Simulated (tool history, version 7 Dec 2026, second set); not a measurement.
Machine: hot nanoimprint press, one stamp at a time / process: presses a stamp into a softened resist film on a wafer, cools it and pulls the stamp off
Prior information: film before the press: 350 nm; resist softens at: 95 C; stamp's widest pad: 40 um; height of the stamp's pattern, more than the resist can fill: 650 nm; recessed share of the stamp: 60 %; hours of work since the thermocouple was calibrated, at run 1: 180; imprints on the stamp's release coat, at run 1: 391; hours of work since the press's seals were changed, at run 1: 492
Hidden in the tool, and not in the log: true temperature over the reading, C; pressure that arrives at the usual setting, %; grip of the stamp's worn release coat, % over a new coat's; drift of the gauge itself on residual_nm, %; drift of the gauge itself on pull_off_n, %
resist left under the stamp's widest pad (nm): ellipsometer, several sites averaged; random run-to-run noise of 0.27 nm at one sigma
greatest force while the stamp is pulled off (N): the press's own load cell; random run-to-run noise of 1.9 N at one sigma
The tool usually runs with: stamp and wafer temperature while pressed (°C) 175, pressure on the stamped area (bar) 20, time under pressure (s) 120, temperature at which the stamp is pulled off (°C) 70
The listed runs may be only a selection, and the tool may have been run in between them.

run	hour	stamp and wafer temperature while pressed (°C)	pressure on the stamped area (bar)	time under pressure (s)	temperature at which the stamp is pulled off (°C)	hours of work since the thermocouple was calibrated	imprints on the stamp's release coat	hours of work since the press's seals were changed	resist left under the stamp's widest pad (nm)	greatest force while the stamp is pulled off (N)
1	0	175	20	120	70	180	391	492	155.1	162
2	32.3	175	20	120	70	202	486	514	154.8	164
3	56.3	175	20	120	70	219	557	530	154.7	167
4	89.7	175	20	120	58	241	655	553	154.5	198
5	118.4	175	20	120	58	261	739	573	154.2	198
6	155.3	175	18.1	120	70	286	847	598	161	174
7	194.5	175	18.1	120	69	312	962	624	161.1	178
8	212.8	175	31.2	120	75	325	1016	637	124.5	166
9	236.9	175	21.7	103	70	341	1087	653	156	178
10	254	175	20	120	68	353	1137	665	153.5	187
11	288	175	20	120	68	376	1237	688	153.4	190
# hour 313.4: press's hydraulic seals changed and the load cell set to zero
12	324	175	20	208	70	395	1319	7	121.5	185
13	354.1	181	20	203	70	415	1407	28	101.7	188
14	375.9	186	22.7	203	59	430	1471	42	82.1	223

Measured result minus the same run's result without the hidden state. Both carry the same run-to-run variation, though not necessarily the same gauge scatter:
run	resist left under the stamp's widest pad (nm)	greatest force while the stamp is pulled off (N)
1	-2	+8
2	-2.3	+11
3	-2.4	+12
4	-2.7	+17
5	-2.9	+20
6	-3.4	+19
7	-3.7	+23
8	-2.2	+22
9	-3.6	+26
10	-3.9	+28
11	-4.1	+31
12	-5.2	+31
13	-4.4	+34
14	-3.4	+42
